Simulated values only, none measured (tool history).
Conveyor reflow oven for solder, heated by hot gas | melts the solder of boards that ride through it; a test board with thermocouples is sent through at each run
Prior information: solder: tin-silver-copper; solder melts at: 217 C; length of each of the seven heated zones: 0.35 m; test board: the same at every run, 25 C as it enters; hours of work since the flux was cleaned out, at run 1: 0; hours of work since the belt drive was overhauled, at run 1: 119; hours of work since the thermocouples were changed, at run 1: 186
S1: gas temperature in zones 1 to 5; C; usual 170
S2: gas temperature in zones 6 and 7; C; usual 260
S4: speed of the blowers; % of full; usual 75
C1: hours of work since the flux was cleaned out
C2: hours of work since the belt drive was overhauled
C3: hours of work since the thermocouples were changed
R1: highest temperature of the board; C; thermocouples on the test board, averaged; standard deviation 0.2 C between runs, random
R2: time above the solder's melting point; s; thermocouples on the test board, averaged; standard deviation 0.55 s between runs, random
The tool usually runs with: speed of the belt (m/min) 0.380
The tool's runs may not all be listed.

run 1 day=0.000 | S1=170 S2=260 speed_of_the_belt_(m/min)=0.380 S4=75 | C1=0 C2=119 C3=186 | R1=249.5 R2=80.5
run 2 day=0.217 | S1=170 S2=260 speed_of_the_belt_(m/min)=0.380 S4=75 | C1=3 C2=122 C3=189 | R1=249.4 R2=80.5
run 3 day=0.508 | S1=159 S2=260 speed_of_the_belt_(m/min)=0.380 S4=75 | C1=7 C2=126 C3=193 | R1=248.2 R2=74.6
run 4 day=0.717 | S1=159 S2=260 speed_of_the_belt_(m/min)=0.380 S4=75 | C1=11 C2=129 C3=197 | R1=247.9 R2=73.7
run 5 day=1.192 | S1=170 S2=260 speed_of_the_belt_(m/min)=0.380 S4=75 | C1=18 C2=136 C3=204 | R1=249.2 R2=80.9
run 6 day=1.608 | S1=170 S2=260 speed_of_the_belt_(m/min)=0.380 S4=75 | C1=24 C2=142 C3=210 | R1=249.4 R2=80.1
-- day=1.817 belt drive overhauled, speed set with a stopwatch
run 7 day=2.012 | S1=183 S2=260 speed_of_the_belt_(m/min)=0.380 S4=75 | C1=27 C2=3 C3=213 | R1=250.9 R2=90.0
run 8 day=2.350 | S1=163 S2=260 speed_of_the_belt_(m/min)=0.380 S4=75 | C1=32 C2=8 C3=218 | R1=248.5 R2=76.4
run 9 day=2.667 | S1=163 S2=260 speed_of_the_belt_(m/min)=0.380 S4=75 | C1=37 C2=13 C3=223 | R1=248.3 R2=77.8
-- day=3.050 belt drive overhauled, speed set with a stopwatch, once more
run 10 day=3.254 | S1=163 S2=260 speed_of_the_belt_(m/min)=0.380 S4=75 | C1=43 C2=3 C3=229 | R1=248.1 R2=76.5
run 11 day=3.767 | S1=170 S2=264 speed_of_the_belt_(m/min)=0.380 S4=75 | C1=51 C2=11 C3=237 | R1=252.9 R2=84.6
run 12 day=4.246 | S1=170 S2=272 speed_of_the_belt_(m/min)=0.380 S4=81 | C1=58 C2=18 C3=244 | R1=260.9 R2=90.5
run 13 day=4.579 | S1=160 S2=260 speed_of_the_belt_(m/min)=0.380 S4=75 | C1=63 C2=23 C3=249 | R1=247.8 R2=73.5
run 14 day=4.896 | S1=164 S2=260 speed_of_the_belt_(m/min)=0.318 S4=71 | C1=67 C2=27 C3=253 | R1=251.9 R2=97.9
run 15 day=5.117 | S1=170 S2=260 speed_of_the_belt_(m/min)=0.380 S4=61 | C1=70 C2=30 C3=256 | R1=247.4 R2=76.7
run 16 day=5.529 | S1=167 S2=255 speed_of_the_belt_(m/min)=0.380 S4=61 | C1=76 C2=36 C3=262 | R1=242.3 R2=70.6
run 17 day=5.883 | S1=167 S2=255 speed_of_the_belt_(m/min)=0.380 S4=61 | C1=82 C2=42 C3=268 | R1=242.2 R2=70.3
run 18 day=6.217 | S1=176 S2=260 speed_of_the_belt_(m/min)=0.348 S4=71 | C1=87 C2=47 C3=273 | R1=251.2 R2=93.5
run 19 day=6.492 | S1=179 S2=255 speed_of_the_belt_(m/min)=0.350 S4=61 | C1=91 C2=51 C3=277 | R1=245.7 R2=89.1
run 20 day=6.888 | S1=179 S2=263 speed_of_the_belt_(m/min)=0.350 S4=78 | C1=97 C2=56 C3=282 | R1=254.4 R2=98.3

Across each entry between runs, compare the hidden state at the last listed run before it with the hidden state at the first listed run after it:
Run 6 -> run 7: belt drive overhauled, speed set with a stopwatch (day 1.817)
  heat that the gas passes to the board, % of a clean oven's: 99.5 -> 99.4; belt's true speed, % of the reading: 99.47 -> 99.09; true gas temperature in zones 6 and 7 over the reading, C: -0.19 -> -0.2
  the result without the hidden state subtracted from the measured one, R1: -0.1 -> -0.1 C; R2: +0.3 -> +0.9 s
Run 9 -> run 10: belt drive overhauled, speed set with a stopwatch, once more (day 3.050)
  heat that the gas passes to the board, % of a clean oven's: 99.3 -> 99.2; belt's true speed, % of the reading: 99.06 -> 99.84; true gas temperature in zones 6 and 7 over the reading, C: -0.21 -> -0.22
  the result without the hidden state subtracted from the measured one, R1: -0.1 -> -0.3 C; R2: +0.7 -> -0.2 s
